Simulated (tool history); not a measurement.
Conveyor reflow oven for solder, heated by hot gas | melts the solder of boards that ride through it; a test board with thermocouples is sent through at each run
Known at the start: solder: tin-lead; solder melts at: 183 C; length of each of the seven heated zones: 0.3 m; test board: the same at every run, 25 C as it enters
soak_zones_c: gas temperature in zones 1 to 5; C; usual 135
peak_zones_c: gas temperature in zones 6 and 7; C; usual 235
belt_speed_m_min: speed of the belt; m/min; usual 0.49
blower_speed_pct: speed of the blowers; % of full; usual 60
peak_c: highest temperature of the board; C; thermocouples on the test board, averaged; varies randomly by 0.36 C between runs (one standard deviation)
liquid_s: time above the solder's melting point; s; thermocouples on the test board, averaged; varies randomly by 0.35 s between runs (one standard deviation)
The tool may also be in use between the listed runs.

Run 1, hour 0: usual settings. Result: peak_c 212.6 C, liquid_s 49.3 s.
Run 2, hour 11.2: usual settings but peak_zones_c 240 C. Result: peak_c 217 C, liquid_s 53.3 s.
Run 3, hour 22.8: usual settings but soak_zones_c 127 C. Result: peak_c 211.1 C, liquid_s 45.9 s.
Run 4, hour 30.5: usual settings but soak_zones_c 127 C. Result: peak_c 211 C, liquid_s 45.3 s.
Run 5, hour 38.4: usual settings. Result: peak_c 213.1 C, liquid_s 49 s.
Run 6, hour 49: usual settings. Result: peak_c 212.6 C, liquid_s 49.6 s.
Run 7, hour 61.4: usual settings but soak_zones_c 131 C. Result: peak_c 211.7 C, liquid_s 47 s.
Run 8, hour 68.6: usual settings but soak_zones_c 131 C. Result: peak_c 211.8 C, liquid_s 48 s.
Run 9, hour 75: usual settings. Result: peak_c 213.6 C, liquid_s 50.1 s.
Run 10, hour 87.1: usual settings. Result: peak_c 212.5 C, liquid_s 49.7 s.
Run 11, hour 99.1: usual settings but belt_speed_m_min 0.554 m/min. Result: peak_c 208.6 C, liquid_s 38.2 s.
At hour 112.1: flux residue cleaned out of gas plates and filters.
Run 12, hour 115.4: usual settings but belt_speed_m_min 0.554 m/min, blower_speed_pct 74 % of full. Result: peak_c 213.7 C, liquid_s 44.9 s.
Run 13, hour 122.9: usual settings but blower_speed_pct 65 % of full. Result: peak_c 214.4 C, liquid_s 51.3 s.
Run 14, hour 129.3: usual settings but blower_speed_pct 56 % of full. Result: peak_c 211.3 C, liquid_s 48.2 s.
Run 15, hour 139.3: usual settings but soak_zones_c 149 C. Result: peak_c 215.9 C, liquid_s 58.2 s.
Run 16, hour 147.1: usual settings but soak_zones_c 149 C. Result: peak_c 216.4 C, liquid_s 57.3 s.
Run 17, hour 152.9: usual settings but soak_zones_c 134 C, peak_zones_c 236 C, belt_speed_m_min 0.407 m/min, blower_speed_pct 55 % of full. Result: peak_c 217.9 C, liquid_s 65.8 s.
Run 18, hour 160.7: usual settings but soak_zones_c 134 C, peak_zones_c 236 C, belt_speed_m_min 0.407 m/min, blower_speed_pct 55 % of full. Result: peak_c 218.4 C, liquid_s 65.8 s.
Run 19, hour 170.9: usual settings but soak_zones_c 120 C, peak_zones_c 236 C, belt_speed_m_min 0.579 m/min, blower_speed_pct 80 % of full. Result: peak_c 212.3 C, liquid_s 37.5 s.
Run 20, hour 178.5: usual settings but peak_zones_c 246 C. Result: peak_c 222.8 C, liquid_s 56.6 s.
Run 21, hour 190.2: usual settings but peak_zones_c 246 C. Result: peak_c 222.1 C, liquid_s 56.6 s.
Run 22, hour 196.2: usual settings but peak_zones_c 246 C. Result: peak_c 222 C, liquid_s 56.7 s.
Run 23, hour 203.1: usual settings but soak_zones_c 144 C, belt_speed_m_min 0.408 m/min, blower_speed_pct 56 % of full. Result: peak_c 219.6 C, liquid_s 70.5 s.
Run 24, hour 211.5: usual settings but soak_zones_c 144 C, belt_speed_m_min 0.408 m/min, blower_speed_pct 56 % of full. Result: peak_c 219.3 C, liquid_s 70.4 s.
Run 25, hour 222.6: usual settings but soak_zones_c 123 C, peak_zones_c 249 C, belt_speed_m_min 0.449 m/min, blower_speed_pct 61 % of full. Result: peak_c 226.5 C, liquid_s 61.2 s.
Run 26, hour 227.8: usual settings but soak_zones_c 150 C, belt_speed_m_min 0.425 m/min, blower_speed_pct 79 % of full. Result: peak_c 225.4 C, liquid_s 75.1 s.
Run 27, hour 237.9: usual settings but soak_zones_c 125 C, peak_zones_c 234 C, blower_speed_pct 66 % of full. Result: peak_c 212.6 C, liquid_s 47 s.
Run 28, hour 247.5: usual settings but soak_zones_c 125 C, peak_zones_c 234 C, blower_speed_pct 66 % of full. Result: peak_c 212.4 C, liquid_s 46.6 s.
Run 29, hour 253: usual settings but peak_zones_c 233 C, belt_speed_m_min 0.477 m/min, blower_speed_pct 82 % of full. Result: peak_c 219.5 C, liquid_s 57.9 s.
Run 30, hour 263.6: usual settings but peak_zones_c 233 C, belt_speed_m_min 0.477 m/min, blower_speed_pct 82 % of full. Result: peak_c 218.8 C, liquid_s 58 s.

Alternative continuations, all from the tool just after run 30; predict every row:
Run A, hour 276.3: usual settings but soak_zones_c 140 C, peak_zones_c 233 C, belt_speed_m_min 0.477 m/min. Result: peak_c ?, liquid_s ?.
Run B, hour 276.3: usual settings but peak_zones_c 228 C, belt_speed_m_min 0.477 m/min, blower_speed_pct 83 % of full. Result: peak_c ?, liquid_s ?.
Run C, hour 276.3: usual settings but soak_zones_c 140 C, blower_speed_pct 76 % of full. Result: peak_c ?, liquid_s ?.

run  peak_c  liquid_s
  A   212.9      53.3
  B   215.5      54.4
  C   219.5      57.2
Stripped of hidden state, with their random variation kept, the same runs would have yielded:
run  peak_c  liquid_s
  A     213      53.2
  B   215.6      54.4
  C   219.6      57.2

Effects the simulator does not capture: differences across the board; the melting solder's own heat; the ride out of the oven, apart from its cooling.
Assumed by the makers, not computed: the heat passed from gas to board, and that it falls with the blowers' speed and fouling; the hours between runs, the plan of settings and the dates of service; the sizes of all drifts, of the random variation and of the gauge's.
